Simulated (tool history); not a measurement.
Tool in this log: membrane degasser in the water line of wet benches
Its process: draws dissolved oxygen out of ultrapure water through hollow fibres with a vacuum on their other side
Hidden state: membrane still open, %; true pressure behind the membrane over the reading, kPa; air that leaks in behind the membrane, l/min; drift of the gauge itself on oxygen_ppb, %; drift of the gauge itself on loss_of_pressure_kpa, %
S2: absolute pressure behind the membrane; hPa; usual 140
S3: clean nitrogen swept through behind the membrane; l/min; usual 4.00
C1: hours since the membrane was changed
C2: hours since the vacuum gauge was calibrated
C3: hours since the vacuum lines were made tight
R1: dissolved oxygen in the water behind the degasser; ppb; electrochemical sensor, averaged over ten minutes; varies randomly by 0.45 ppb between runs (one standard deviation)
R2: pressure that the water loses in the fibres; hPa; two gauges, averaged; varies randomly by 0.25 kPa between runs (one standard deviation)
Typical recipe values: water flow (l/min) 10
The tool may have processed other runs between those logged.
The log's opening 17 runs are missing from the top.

{"run": 18, "hour": 3492.3, "water flow (l/min)": 16, "S2": 190, "S3": 7.12, "C1": 14046, "C2": 3455, "C3": 8513, "R1": 104.9, "R2": 1082.8}
{"hour": 3535.4, "done": "seals of the vacuum lines changed"}
{"run": 19, "hour": 3690.8, "water flow (l/min)": 16, "S2": 190, "S3": 7.12, "C1": 14242, "C2": 3652, "C3": 155, "R1": 104.4, "R2": 1080.7}
{"run": 20, "hour": 3807.7, "water flow (l/min)": 8, "S2": 133, "S3": 4.0, "C1": 14359, "C2": 3769, "C3": 272, "R1": 51.0, "R2": 539.8}
{"run": 21, "hour": 3937.9, "water flow (l/min)": 8, "S2": 140, "S3": 1.78, "C1": 14489, "C2": 3899, "C3": 402, "R1": 118.8, "R2": 543.6}
{"run": 22, "hour": 4104.2, "water flow (l/min)": 8, "S2": 140, "S3": 1.78, "C1": 14656, "C2": 4065, "C3": 569, "R1": 118.2, "R2": 547.4}
{"run": 23, "hour": 4333.3, "water flow (l/min)": 12, "S2": 140, "S3": 4.0, "C1": 14885, "C2": 4294, "C3": 798, "R1": 84.8, "R2": 814.6}
{"run": 24, "hour": 4484.4, "water flow (l/min)": 12, "S2": 140, "S3": 4.0, "C1": 15036, "C2": 4445, "C3": 949, "R1": 84.8, "R2": 813.9}
{"run": 25, "hour": 4602.4, "water flow (l/min)": 7, "S2": 166, "S3": 4.0, "C1": 15154, "C2": 4563, "C3": 1067, "R1": 58.2, "R2": 474.9}
{"run": 26, "hour": 4863.6, "water flow (l/min)": 16, "S2": 219, "S3": 7.78, "C1": 15415, "C2": 4824, "C3": 1328, "R1": 112.6, "R2": 1082.0}
{"run": 27, "hour": 5055.8, "water flow (l/min)": 7, "S2": 333, "S3": 1.6, "C1": 15607, "C2": 5017, "C3": 1520, "R1": 312.8, "R2": 478.5}
{"run": 28, "hour": 5232.1, "water flow (l/min)": 7, "S2": 333, "S3": 1.6, "C1": 15784, "C2": 5193, "C3": 1697, "R1": 314.9, "R2": 476.0}
{"run": 29, "hour": 5418.0, "water flow (l/min)": 8, "S2": 156, "S3": 1.6, "C1": 15969, "C2": 5379, "C3": 1883, "R1": 151.2, "R2": 542.8}
{"run": 30, "hour": 5651.5, "water flow (l/min)": 8, "S2": 156, "S3": 1.6, "C1": 16203, "C2": 5612, "C3": 2116, "R1": 150.1, "R2": 544.7}
{"run": 31, "hour": 5836.1, "water flow (l/min)": 8, "S2": 143, "S3": 3.33, "C1": 16388, "C2": 5797, "C3": 2301, "R1": 65.2, "R2": 548.7}

Run 32 comes next. What will it give?
{"run": 32, "hour": 6048.9, "water flow (l/min)": 10, "S2": 100, "S3": 4.22, "C1": 16600, "C2": 6010, "C3": 2513, "R1": "?", "R2": "?"}

Run 32 yielded R1 42.0 ppb, R2 681.1 hPa.
Had the tool carried no hidden state, the very same run would have given R1 41.9 ppb, R2 667.9 hPa.
